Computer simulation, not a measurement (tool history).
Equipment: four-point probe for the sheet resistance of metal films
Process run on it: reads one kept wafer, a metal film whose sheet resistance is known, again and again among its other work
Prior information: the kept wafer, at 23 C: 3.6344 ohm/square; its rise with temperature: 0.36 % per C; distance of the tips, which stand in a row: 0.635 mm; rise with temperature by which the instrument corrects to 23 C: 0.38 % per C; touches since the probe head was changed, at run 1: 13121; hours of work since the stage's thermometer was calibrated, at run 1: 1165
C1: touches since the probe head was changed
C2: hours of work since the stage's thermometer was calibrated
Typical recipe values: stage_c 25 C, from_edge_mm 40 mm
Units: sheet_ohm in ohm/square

{"run": 1, "hour": 0.0, "stage_c": 25, "from_edge_mm": 40, "C1": 13121, "C2": 1165, "sheet_ohm": 3.633968}
{"run": 2, "hour": 78.8, "stage_c": 25, "from_edge_mm": 40, "C1": 17635, "C2": 1227, "sheet_ohm": 3.633852}
{"run": 3, "hour": 154.2, "stage_c": 22, "from_edge_mm": 40, "C1": 21953, "C2": 1286, "sheet_ohm": 3.63522}
{"run": 4, "hour": 217.0, "stage_c": 22, "from_edge_mm": 40, "C1": 25552, "C2": 1335, "sheet_ohm": 3.637201}
{"run": 5, "hour": 287.3, "stage_c": 25, "from_edge_mm": 6, "C1": 29579, "C2": 1390, "sheet_ohm": 3.655292}
{"run": 6, "hour": 408.8, "stage_c": 25, "from_edge_mm": 6, "C1": 36538, "C2": 1485, "sheet_ohm": 3.655553}
{"hour": 465.6, "done": "stage's thermometer calibrated"}
{"run": 7, "hour": 468.3, "stage_c": 25, "from_edge_mm": 6, "C1": 39916, "C2": 2, "sheet_ohm": 3.655015}
{"run": 8, "hour": 577.2, "stage_c": 25, "from_edge_mm": 40, "C1": 46156, "C2": 87, "sheet_ohm": 3.633591}
{"run": 9, "hour": 705.2, "stage_c": 25, "from_edge_mm": 40, "C1": 53486, "C2": 187, "sheet_ohm": 3.633545}
{"run": 10, "hour": 825.6, "stage_c": 24, "from_edge_mm": 40, "C1": 60383, "C2": 281, "sheet_ohm": 3.635197}
{"run": 11, "hour": 914.8, "stage_c": 24, "from_edge_mm": 40, "C1": 65495, "C2": 351, "sheet_ohm": 3.634101}
{"run": 12, "hour": 1025.8, "stage_c": 25, "from_edge_mm": 50, "C1": 71851, "C2": 438, "sheet_ohm": 3.63347}
{"run": 13, "hour": 1086.6, "stage_c": 32, "from_edge_mm": 5, "C1": 75338, "C2": 485, "sheet_ohm": 3.66087}
{"run": 14, "hour": 1177.8, "stage_c": 32, "from_edge_mm": 5, "C1": 80562, "C2": 556, "sheet_ohm": 3.65965}
{"run": 15, "hour": 1305.9, "stage_c": 27, "from_edge_mm": 49, "C1": 87897, "C2": 656, "sheet_ohm": 3.631842}
{"run": 16, "hour": 1436.0, "stage_c": 34, "from_edge_mm": 8, "C1": 95349, "C2": 758, "sheet_ohm": 3.640703}
{"run": 17, "hour": 1563.5, "stage_c": 34, "from_edge_mm": 4, "C1": 102655, "C2": 858, "sheet_ohm": 3.676126}
{"run": 18, "hour": 1623.6, "stage_c": 28, "from_edge_mm": 17, "C1": 106099, "C2": 905, "sheet_ohm": 3.633922}
{"run": 19, "hour": 1683.0, "stage_c": 28, "from_edge_mm": 11, "C1": 109502, "C2": 951, "sheet_ohm": 3.639575}
{"run": 20, "hour": 1753.8, "stage_c": 21, "from_edge_mm": 56, "C1": 113558, "C2": 1006, "sheet_ohm": 3.637671}
{"run": 21, "hour": 1852.3, "stage_c": 20, "from_edge_mm": 29, "C1": 119200, "C2": 1083, "sheet_ohm": 3.637789}
{"run": 22, "hour": 1986.3, "stage_c": 25, "from_edge_mm": 50, "C1": 126877, "C2": 1188, "sheet_ohm": 3.633031}

Predict the results of run 23:
{"run": 23, "hour": 2057.2, "stage_c": 25, "from_edge_mm": 57, "C1": 130937, "C2": 1243, "sheet_ohm": "?"}

Run 23 yielded sheet_ohm 3.635126 ohm/square.
Take away the tool's hidden state, keep the run-to-run variation as it was, and the same run would have given sheet_ohm 3.634702 ohm/square.
